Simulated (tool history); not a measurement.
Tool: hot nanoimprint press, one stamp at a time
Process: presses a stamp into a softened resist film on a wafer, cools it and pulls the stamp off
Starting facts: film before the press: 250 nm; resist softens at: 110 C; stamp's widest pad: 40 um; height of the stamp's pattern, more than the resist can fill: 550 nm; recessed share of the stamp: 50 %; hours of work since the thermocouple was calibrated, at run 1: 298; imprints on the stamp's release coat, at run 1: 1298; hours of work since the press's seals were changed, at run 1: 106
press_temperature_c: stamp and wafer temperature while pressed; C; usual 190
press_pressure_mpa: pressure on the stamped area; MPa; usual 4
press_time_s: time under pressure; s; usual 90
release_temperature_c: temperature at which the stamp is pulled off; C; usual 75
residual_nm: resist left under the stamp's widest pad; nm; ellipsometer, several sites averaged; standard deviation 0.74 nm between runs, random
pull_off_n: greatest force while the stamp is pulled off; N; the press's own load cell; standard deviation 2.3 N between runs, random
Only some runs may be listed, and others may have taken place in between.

| run | day | press_temperature_c | press_pressure_mpa | press_time_s | release_temperature_c | hours of work since the thermocouple was calibrated | imprints on the stamp's release coat | hours of work since the press's seals were changed | residual_nm | pull_off_n |
|---|---|---|---|---|---|---|---|---|---|---|
| 1 | 0 | 190 | 4 | 90 | 75 | 298 | 1298 | 106 | 89.8 | 106 |
| 2 | 1.625 | 190 | 4 | 90 | 75 | 327 | 1448 | 135 | 88.4 | 107 |
|  | 2.383 | plate thermocouple calibrated |
| 3 | 3.288 | 190 | 4 | 90 | 75 | 16 | 1590 | 163 | 89.7 | 107 |
| 4 | 4.792 | 190 | 4 | 90 | 75 | 44 | 1729 | 190 | 89.2 | 106 |
|  | 5.454 | stamp cleaned and given a new release coat |
| 5 | 5.942 | 190 | 4 | 90 | 75 | 60 | 45 | 207 | 90.2 | 103 |
| 6 | 6.829 | 190 | 4 | 90 | 75 | 76 | 127 | 223 | 88.2 | 108 |
| 7 | 7.704 | 192 | 4 | 90 | 77 | 92 | 208 | 238 | 83.1 | 101 |
| 8 | 8.783 | 192 | 4 | 90 | 77 | 111 | 308 | 258 | 83.4 | 102 |
| 9 | 9.742 | 182 | 2.47 | 54 | 65 | 128 | 396 | 275 | 166.7 | 128 |
| 10 | 10.596 | 187 | 4.28 | 90 | 76 | 144 | 475 | 291 | 98.8 | 103 |
| 11 | 11.367 | 187 | 4.28 | 90 | 76 | 158 | 546 | 305 | 96.6 | 102 |
| 12 | 12.533 | 196 | 5.03 | 90 | 76 | 179 | 654 | 326 | 65.6 | 107 |

4 ways to go on from here, each from the tool as it stands after run 12. What would each give?
| A | 13.608 | 196 | 5.03 | 90 | 77 | 198 | 753 | 345 | ? | ? |
| B | 13.608 | 196 | 5.03 | 53 | 76 | 198 | 753 | 345 | ? | ? |
| C | 13.608 | 196 | 5.03 | 105 | 76 | 198 | 753 | 345 | ? | ? |
| D | 13.608 | 196 | 5.03 | 90 | 73 | 198 | 753 | 345 | ? | ? |

| run | residual_nm | pull_off_n |
|---|---|---|
| A | 65.3 | 106 |
| B | 83 | 105 |
| C | 61.8 | 103 |
| D | 66.3 | 113 |
What these runs would have given with no unlogged condition in the tool:
| run | residual_nm | pull_off_n |
|---|---|---|
| A | 65.2 | 105 |
| B | 82.9 | 104 |
| C | 61.7 | 103 |
| D | 66.2 | 112 |
